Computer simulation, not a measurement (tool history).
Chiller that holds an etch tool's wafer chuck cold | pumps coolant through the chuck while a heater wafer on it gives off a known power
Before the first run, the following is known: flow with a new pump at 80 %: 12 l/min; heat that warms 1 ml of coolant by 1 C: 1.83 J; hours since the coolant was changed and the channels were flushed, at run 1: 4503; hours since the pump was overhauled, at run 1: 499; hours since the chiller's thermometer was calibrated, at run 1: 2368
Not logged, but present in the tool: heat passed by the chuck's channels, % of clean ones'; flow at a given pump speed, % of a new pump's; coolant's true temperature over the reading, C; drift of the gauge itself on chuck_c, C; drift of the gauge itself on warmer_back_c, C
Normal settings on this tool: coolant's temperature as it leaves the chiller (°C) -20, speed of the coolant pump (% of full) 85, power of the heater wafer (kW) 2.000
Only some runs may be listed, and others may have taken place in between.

run	day	coolant's temperature as it leaves the chiller (°C)	speed of the coolant pump (% of full)	power of the heater wafer (kW)	hours since the coolant was changed and the channels were flushed	hours since the pump was overhauled	hours since the chiller's thermometer was calibrated	chuck's temperature once it has settled (°C)	how much warmer the coolant comes back (C)
1	0.000	-20	85	2.000	4503	499	2368	-7.7	5.14
# day 8.596: chiller's thermometer calibrated
2	9.371	-20	85	2.000	4727	723	19	-7.6	5.19
3	16.679	-20	85	2.000	4902	899	194	-7.4	5.11
4	23.296	-20	85	2.000	5061	1057	353	-7.5	5.14
5	28.004	-15	85	2.000	5174	1170	466	-2.7	5.09
6	34.788	-15	85	2.000	5337	1333	629	-2.7	5.12
7	40.371	-15	85	2.000	5471	1467	763	-2.6	5.11
8	47.062	-20	85	2.000	5631	1628	923	-7.4	5.15
9	51.279	-22	85	2.000	5733	1729	1024	-9.5	5.12
10	59.592	-22	85	2.000	5932	1929	1224	-9.6	5.15
11	65.621	-22	85	2.000	6077	2073	1369	-9.6	5.16
12	71.750	-22	85	2.000	6224	2220	1516	-9.7	5.14
13	79.100	-22	85	2.000	6400	2397	1692	-9.5	5.13
14	88.546	-11	85	2.000	6627	2623	1919	1.3	5.14
15	93.158	-11	85	2.000	6738	2734	2029	1.5	5.14
16	98.375	-11	67	2.000	6863	2859	2155	4.0	6.44
17	105.871	-11	75	2.809	7043	3039	2335	8.3	8.11

Estimate the outcome of run 18 from the log above:
18	114.517	-29	82	1.591	7250	3247	2542	?	?

Run 18 gave chuck's temperature once it has settled (°C) -18.9, how much warmer the coolant comes back (C) 4.18.
Minus the tool's unlogged condition, the same run would have read chuck's temperature once it has settled (°C) -18.9, how much warmer the coolant comes back (C) 4.18.

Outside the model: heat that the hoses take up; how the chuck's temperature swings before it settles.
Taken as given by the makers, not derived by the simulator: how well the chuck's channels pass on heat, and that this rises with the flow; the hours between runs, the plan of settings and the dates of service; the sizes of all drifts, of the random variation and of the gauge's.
